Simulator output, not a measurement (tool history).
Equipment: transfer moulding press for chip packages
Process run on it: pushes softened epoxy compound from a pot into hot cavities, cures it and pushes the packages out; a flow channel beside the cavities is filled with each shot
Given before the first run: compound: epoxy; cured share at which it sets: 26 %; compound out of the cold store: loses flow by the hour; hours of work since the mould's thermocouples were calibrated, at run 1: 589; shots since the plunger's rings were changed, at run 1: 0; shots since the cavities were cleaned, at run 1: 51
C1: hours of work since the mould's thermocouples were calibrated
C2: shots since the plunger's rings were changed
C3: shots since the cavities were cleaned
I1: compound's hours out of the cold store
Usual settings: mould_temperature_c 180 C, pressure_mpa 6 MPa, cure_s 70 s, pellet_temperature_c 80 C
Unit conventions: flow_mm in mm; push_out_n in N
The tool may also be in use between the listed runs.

Run 1, day 0: usual settings; C1 589; C2 0; C3 51; I1 39.7. Result: flow_mm 781 mm, push_out_n 584 N.
Run 2, day 1.142: usual settings; C1 610; C2 434; C3 485; I1 12.7. Result: flow_mm 928 mm, push_out_n 873 N.
At day 2.546: cavities cleaned with cleaning compound and waxed.
Run 3, day 2.662: usual settings but pellet_temperature_c 77 C; C1 636; C2 987; C3 45; I1 30.1. Result: flow_mm 824 mm, push_out_n 654 N.
At day 5.333: mould's thermocouples calibrated.
At day 5.396: cavities cleaned with cleaning compound and waxed.
Run 4, day 5.396: usual settings but pellet_temperature_c 85 C; C1 0; C2 1969; C3 1; I1 40.4. Result: flow_mm 761 mm, push_out_n 501 N.
Run 5, day 7.712: usual settings but pellet_temperature_c 85 C; C1 42; C2 2849; C3 881; I1 36.1. Result: flow_mm 755 mm, push_out_n 779 N.
At day 8.208: cavities cleaned with cleaning compound and waxed.
Run 6, day 9.233: usual settings but cure_s 54 s; C1 68; C2 3402; C3 388; I1 10.3. Result: flow_mm 893 mm, push_out_n 1556 N.
At day 10.812: cavities cleaned with cleaning compound and waxed.
Run 7, day 11: usual settings; C1 99; C2 4050; C3 73; I1 31.6. Result: flow_mm 774 mm, push_out_n 601 N.
At day 13.467: cavities cleaned with cleaning compound and waxed.
Run 8, day 13.658: usual settings; C1 145; C2 5034; C3 72; I1 26.1. Result: flow_mm 790 mm, push_out_n 601 N.
At day 14.546: plunger's sealing rings changed.
Run 9, day 15.392: usual settings; C1 175; C2 321; C3 691; I1 33.2. Result: flow_mm 807 mm, push_out_n 828 N.
At day 16.275: cavities cleaned with cleaning compound and waxed.
Run 10, day 18.042: usual settings but pressure_mpa 5.59 MPa; C1 221; C2 1304; C3 671; I1 21.1. Result: flow_mm 833 mm, push_out_n 881 N.
At day 18.925: cavities cleaned with cleaning compound and waxed.
Run 11, day 19.996: usual settings but pressure_mpa 5.59 MPa; C1 255; C2 2022; C3 406; I1 24.5. Result: flow_mm 812 mm, push_out_n 770 N.
At day 21.55: cavities cleaned with cleaning compound and waxed.
Run 12, day 22.412: usual settings but pressure_mpa 5.59 MPa; C1 298; C2 2916; C3 328; I1 14. Result: flow_mm 850 mm, push_out_n 795 N.
At day 24.196: cavities cleaned with cleaning compound and waxed.
Run 13, day 24.225: usual settings but mould_temperature_c 182 C, pressure_mpa 6.29 MPa, cure_s 78 s, pellet_temperature_c 72 C; C1 329; C2 3580; C3 11; I1 36.8. Result: flow_mm 767 mm, push_out_n 385 N.
Run 14, day 26.654: usual settings but mould_temperature_c 177 C, pressure_mpa 6.29 MPa, cure_s 59 s, pellet_temperature_c 75 C; C1 373; C2 4503; C3 934; I1 17.7. Result: flow_mm 871 mm, push_out_n 1734 N.
At day 26.896: cavities cleaned with cleaning compound and waxed.
At day 29.104: plunger's sealing rings changed.
Run 15, day 29.333: usual settings but mould_temperature_c 177 C, pressure_mpa 6.29 MPa, cure_s 59 s, pellet_temperature_c 75 C; C1 418; C2 86; C3 886; I1 35. Result: flow_mm 825 mm, push_out_n 1600 N.
At day 29.6: cavities cleaned with cleaning compound and waxed.
Run 16, day 30.567: usual settings but mould_temperature_c 177 C, pressure_mpa 6.29 MPa, cure_s 59 s, pellet_temperature_c 75 C; C1 439; C2 530; C3 366; I1 8.9. Result: flow_mm 977 mm, push_out_n 1614 N.
At day 32.25: cavities cleaned with cleaning compound and waxed.
Run 17, day 32.625: usual settings but mould_temperature_c 177 C, pressure_mpa 4.72 MPa, cure_s 59 s, pellet_temperature_c 73 C; C1 475; C2 1288; C3 142; I1 30.6. Result: flow_mm 722 mm, push_out_n 1283 N.
Run 18, day 33.921: usual settings but mould_temperature_c 187 C, pressure_mpa 5.53 MPa; C1 498; C2 1780; C3 634; I1 10. Result: flow_mm 871 mm, push_out_n 586 N.
At day 34.962: cavities cleaned with cleaning compound and waxed.
Run 19, day 35.533: usual settings but pressure_mpa 6.27 MPa; C1 526; C2 2368; C3 216; I1 8.9. Result: flow_mm 952 mm, push_out_n 797 N.
At day 37.675: cavities cleaned with cleaning compound and waxed.
Run 20, day 38.108: usual settings but cure_s 82 s; C1 571; C2 3323; C3 165; I1 22.8. Result: flow_mm 833 mm, push_out_n 455 N.
Run 21, day 39.638: usual settings but pressure_mpa 6.8 MPa; C1 599; C2 3904; C3 746; I1 34.3. Result: flow_mm 816 mm, push_out_n 833 N.
At day 40.279: cavities cleaned with cleaning compound and waxed.
Run 22, day 41.125: usual settings but pressure_mpa 6.8 MPa; C1 624; C2 4444; C3 320; I1 11.9. Result: flow_mm 924 mm, push_out_n 799 N.
Run 23, day 42.304: usual settings but pressure_mpa 6.8 MPa, cure_s 86 s; C1 646; C2 4892; C3 768; I1 20.7. Result: flow_mm 872 mm, push_out_n 572 N.

The logged runs with the hidden state left out (each run's random variation unchanged):
The tool's hidden condition here consists of: true mould temperature over the reading, C; pressure that reaches the compound, % of what is set; grip of the stained cavities, % over clean ones'; drift of the gauge itself on flow_mm, %; drift of the gauge itself on push_out_n, %.
run  flow_mm  push_out_n
  1      780         514
  2      933         581
  3      835         565
  4      785         506
  5      788         496
  6      940        1139
  7      823         540
  8      854         535
  9      812         538
 10      848         568
 11      836         560
 12      886         591
 13      807         366
 14      928        1076
 15      826         984
 16      985        1157
 17      735        1057
 18      893         381
 19      985         611
 20      874         365
 21      863         515
 22      985         564
 23      936         355
